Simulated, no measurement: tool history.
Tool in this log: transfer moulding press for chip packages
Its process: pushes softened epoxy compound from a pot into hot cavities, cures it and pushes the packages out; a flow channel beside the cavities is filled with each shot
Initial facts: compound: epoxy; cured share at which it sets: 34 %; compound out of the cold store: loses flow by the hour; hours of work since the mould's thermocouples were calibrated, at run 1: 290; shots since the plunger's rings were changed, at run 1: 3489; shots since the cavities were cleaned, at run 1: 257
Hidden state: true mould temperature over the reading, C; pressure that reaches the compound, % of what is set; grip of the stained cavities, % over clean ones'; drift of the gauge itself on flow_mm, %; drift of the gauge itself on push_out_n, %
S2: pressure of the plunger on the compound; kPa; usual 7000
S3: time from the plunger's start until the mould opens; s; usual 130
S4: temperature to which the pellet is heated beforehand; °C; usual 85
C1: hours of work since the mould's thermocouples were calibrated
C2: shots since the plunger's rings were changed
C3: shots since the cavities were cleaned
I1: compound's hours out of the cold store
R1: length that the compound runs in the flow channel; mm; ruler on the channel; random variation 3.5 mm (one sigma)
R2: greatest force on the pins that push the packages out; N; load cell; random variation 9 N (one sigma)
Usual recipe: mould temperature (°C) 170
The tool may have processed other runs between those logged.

run 1 hour=0 | mould_temperature_(°C)=170 S2=7000 S3=130 S4=85 | C1=290 C2=3489 C3=257 | I1=42.7 | R1=684 R2=514
run 2 hour=56.3 | mould_temperature_(°C)=172 S2=7000 S3=130 S4=85 | C1=317 C2=3855 C3=623 | I1=40 | R1=681 R2=577
-- hour=68.4 plunger's sealing rings changed
run 3 hour=91.6 | mould_temperature_(°C)=172 S2=7000 S3=130 S4=85 | C1=333 C2=150 C3=836 | I1=46.1 | R1=689 R2=630
-- hour=99.1 cavities cleaned with cleaning compound and waxed
run 4 hour=152.6 | mould_temperature_(°C)=171 S2=7000 S3=130 S4=85 | C1=361 C2=537 C3=348 | I1=24.2 | R1=778 R2=510
run 5 hour=211.1 | mould_temperature_(°C)=174 S2=7000 S3=130 S4=85 | C1=390 C2=918 C3=729 | I1=12.6 | R1=820 R2=579
-- hour=237.1 cavities cleaned with cleaning compound and waxed
run 6 hour=248.3 | mould_temperature_(°C)=170 S2=7000 S3=134 S4=85 | C1=407 C2=1151 C3=73 | I1=37.1 | R1=716 R2=421
run 7 hour=307.2 | mould_temperature_(°C)=170 S2=7000 S3=130 S4=80 | C1=435 C2=1534 C3=456 | I1=28 | R1=764 R2=571
run 8 hour=355.2 | mould_temperature_(°C)=170 S2=7000 S3=130 S4=80 | C1=458 C2=1846 C3=768 | I1=29.6 | R1=745 R2=631
-- hour=377 cavities cleaned with cleaning compound and waxed
run 9 hour=413.1 | mould_temperature_(°C)=170 S2=7000 S3=130 S4=93 | C1=485 C2=2214 C3=236 | I1=36.8 | R1=712 R2=493
run 10 hour=450.7 | mould_temperature_(°C)=170 S2=7000 S3=130 S4=85 | C1=504 C2=2458 C3=480 | I1=38.2 | R1=706 R2=537
-- hour=511.2 cavities cleaned with cleaning compound and waxed
run 11 hour=511.7 | mould_temperature_(°C)=170 S2=7000 S3=130 S4=85 | C1=532 C2=2846 C3=4 | I1=22.4 | R1=767 R2=374
run 12 hour=556.4 | mould_temperature_(°C)=170 S2=7000 S3=130 S4=85 | C1=554 C2=3137 C3=295 | I1=12.7 | R1=810 R2=516
run 13 hour=605.6 | mould_temperature_(°C)=170 S2=7000 S3=130 S4=85 | C1=577 C2=3457 C3=615 | I1=28.5 | R1=739 R2=592
-- hour=612.8 mould's thermocouples calibrated
-- hour=650.4 cavities cleaned with cleaning compound and waxed
run 14 hour=671.7 | mould_temperature_(°C)=170 S2=7000 S3=130 S4=85 | C1=28 C2=3864 C3=139 | I1=32.6 | R1=716 R2=458
-- hour=685.6 plunger's sealing rings changed
run 15 hour=717.3 | mould_temperature_(°C)=170 S2=7000 S3=130 S4=85 | C1=48 C2=207 C3=420 | I1=33.7 | R1=742 R2=541
run 16 hour=745.8 | mould_temperature_(°C)=165 S2=7000 S3=147 S4=80 | C1=62 C2=392 C3=605 | I1=39.4 | R1=735 R2=642
run 17 hour=774.2 | mould_temperature_(°C)=165 S2=7000 S3=147 S4=80 | C1=76 C2=577 C3=790 | I1=30.7 | R1=771 R2=697
-- hour=791.5 cavities cleaned with cleaning compound and waxed
run 18 hour=815.3 | mould_temperature_(°C)=170 S2=6440 S3=154 S4=85 | C1=95 C2=835 C3=155 | I1=8.3 | R1=827 R2=436
run 19 hour=851.1 | mould_temperature_(°C)=174 S2=7000 S3=120 S4=85 | C1=112 C2=1068 C3=388 | I1=25.6 | R1=757 R2=507
run 20 hour=904.7 | mould_temperature_(°C)=169 S2=7000 S3=120 S4=77 | C1=138 C2=1416 C3=736 | I1=46.1 | R1=685 R2=695
-- hour=931 cavities cleaned with cleaning compound and waxed
run 21 hour=944.7 | mould_temperature_(°C)=169 S2=7590 S3=166 S4=79 | C1=156 C2=1667 C3=89 | I1=46 | R1=715 R2=401
run 22 hour=991.1 | mould_temperature_(°C)=169 S2=7590 S3=166 S4=79 | C1=179 C2=1969 C3=391 | I1=33.9 | R1=758 R2=508
run 23 hour=1049.6 | mould_temperature_(°C)=170 S2=7000 S3=134 S4=92 | C1=207 C2=2350 C3=772 | I1=21.3 | R1=779 R2=595
-- hour=1067.1 cavities cleaned with cleaning compound and waxed
run 24 hour=1089.2 | mould_temperature_(°C)=170 S2=5770 S3=126 S4=76 | C1=225 C2=2598 C3=144 | I1=9.2 | R1=753 R2=468
run 25 hour=1119.5 | mould_temperature_(°C)=170 S2=5770 S3=126 S4=76 | C1=240 C2=2795 C3=341 | I1=34 | R1=655 R2=506
run 26 hour=1169.3 | mould_temperature_(°C)=170 S2=5770 S3=126 S4=76 | C1=264 C2=3119 C3=665 | I1=33.9 | R1=648 R2=595
-- hour=1201.4 cavities cleaned with cleaning compound and waxed
run 27 hour=1219.5 | mould_temperature_(°C)=163 S2=8290 S3=130 S4=85 | C1=287 C2=3436 C3=118 | I1=13.1 | R1=909 R2=654
run 28 hour=1259 | mould_temperature_(°C)=163 S2=8290 S3=130 S4=85 | C1=306 C2=3693 C3=375 | I1=31.5 | R1=820 R2=777

4 ways to go on from here, each from the tool as it stands after run 28. What would each give?
-- hour=1296.1 plunger's sealing rings changed
run A hour=1328.7 | mould_temperature_(°C)=172 S2=8230 S3=130 S4=83 | C1=339 C2=212 C3=812 | I1=21.8 | R1=? R2=?
-- hour=1296.1 plunger's sealing rings changed
run B hour=1328.7 | mould_temperature_(°C)=166 S2=7110 S3=130 S4=87 | C1=339 C2=212 C3=812 | I1=27.5 | R1=? R2=?
-- hour=1296.1 plunger's sealing rings changed
run C hour=1328.7 | mould_temperature_(°C)=170 S2=6200 S3=130 S4=85 | C1=339 C2=212 C3=812 | I1=8.7 | R1=? R2=?
-- hour=1296.1 plunger's sealing rings changed
run D hour=1328.7 | mould_temperature_(°C)=163 S2=6370 S3=148 S4=94 | C1=339 C2=212 C3=812 | I1=17.5 | R1=? R2=?

run=A R1=855 R2=615
run=B R1=795 R2=708
run=C R1=806 R2=624
run=D R1=802 R2=765
The same runs, with their run-to-run variation unchanged, on a tool lacking any hidden condition would have given:
run=A R1=863 R2=387
run=B R1=802 R2=452
run=C R1=814 R2=394
run=D R1=809 R2=492
